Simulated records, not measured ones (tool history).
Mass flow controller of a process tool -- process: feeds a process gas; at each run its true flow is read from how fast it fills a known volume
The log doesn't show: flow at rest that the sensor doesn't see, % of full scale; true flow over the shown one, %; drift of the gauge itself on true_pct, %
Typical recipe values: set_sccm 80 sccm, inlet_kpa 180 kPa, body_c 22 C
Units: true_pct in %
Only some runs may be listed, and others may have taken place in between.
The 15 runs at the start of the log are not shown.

run,hour,set_sccm,inlet_kpa,body_c,hours of work since the controller was set to zero,hours of work since the controller was changed,true_pct
16,3078.7,80,201,22,364,6661,98.31
17,3288.8,66,180,22,487,6784,97.71
# hour 3340.1: controller's zero set anew, once more
18,3406.0,80,175,22,39,6853,100.92
19,3646.1,80,175,22,179,6993,101.09
20,3818.7,80,175,22,280,7094,101.03
21,4006.1,80,175,34,390,7204,102.27
22,4253.0,12,180,27,534,7348,100.19
23,4467.4,60,179,21,659,7473,100.59
24,4758.4,60,179,21,830,7644,100.67

Estimate the outcome of run 25 from the log above:
25,4926.1,60,179,21,928,7742,?

Run 25 yielded true_pct 100.71 %.
On a tool with no hidden condition, and with the same random variation, this run would have come out at true_pct 99.26 %.
